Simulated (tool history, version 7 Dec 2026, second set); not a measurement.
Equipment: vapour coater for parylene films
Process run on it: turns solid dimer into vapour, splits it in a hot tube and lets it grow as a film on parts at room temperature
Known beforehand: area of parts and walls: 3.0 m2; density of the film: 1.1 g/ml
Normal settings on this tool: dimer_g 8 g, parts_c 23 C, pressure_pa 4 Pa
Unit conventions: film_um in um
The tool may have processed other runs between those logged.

run     day  dimer_g  parts_c  pressure_pa  film_um
  1       0        8       23            4     1.29
  2     0.8       14       23            4      2.2
  3   1.692        8       23         3.62     1.25
  4   3.158        8       23         3.62     1.27
  5   4.833        7       23            4     1.12
  6   5.775        7       23            4     1.14
  7   6.962        7       23            4      1.1
  8     8.4        7       23            4     1.09
  9   9.825        7       23            4     1.09
 10  11.658        8       23            4     1.29
 11  13.075        8       23            4     1.26
 12  14.029        8       25            4      1.1
 13  14.871        8       23            4     1.27
 14  16.733        4       23            4     0.65
 15    17.9        8       23          3.8     1.25
 16  18.754        8       23          3.8     1.29
 17  19.571        3       19          3.8     0.57
 18  21.462        5       20          3.8     0.93
 19  22.325        5       20          3.8     0.91
 20  23.933        7       26          3.8     0.97
 21  25.858        4       23            4     0.64
 22  26.854       13       23            4     2.07
 23  28.654        4       17         3.54     0.86
 24  30.567        4       28         3.14     0.54
 25  32.467        4       28         3.14     0.49
 26  33.708        8       32         4.75     0.83
 27  34.875        8       21            4     1.37
 28  36.408        8       21            4     1.39
 29  38.146        8       21            4     1.42
 30  40.092        5       23         4.74     0.79
 31  42.042        3       22         8.64     0.44
 32  43.592        3       22         8.64     0.45

The log once held 1 entry between its listed runs, left out of this copy. Where does each go, and what is different about the tool's unlogged condition between the listed run before it and the listed run after it?
From run 14 to run 15: trap's valve overhauled (day 17.071)
  vapour lost through the trap's worn valve, %: 0.8 -> 0
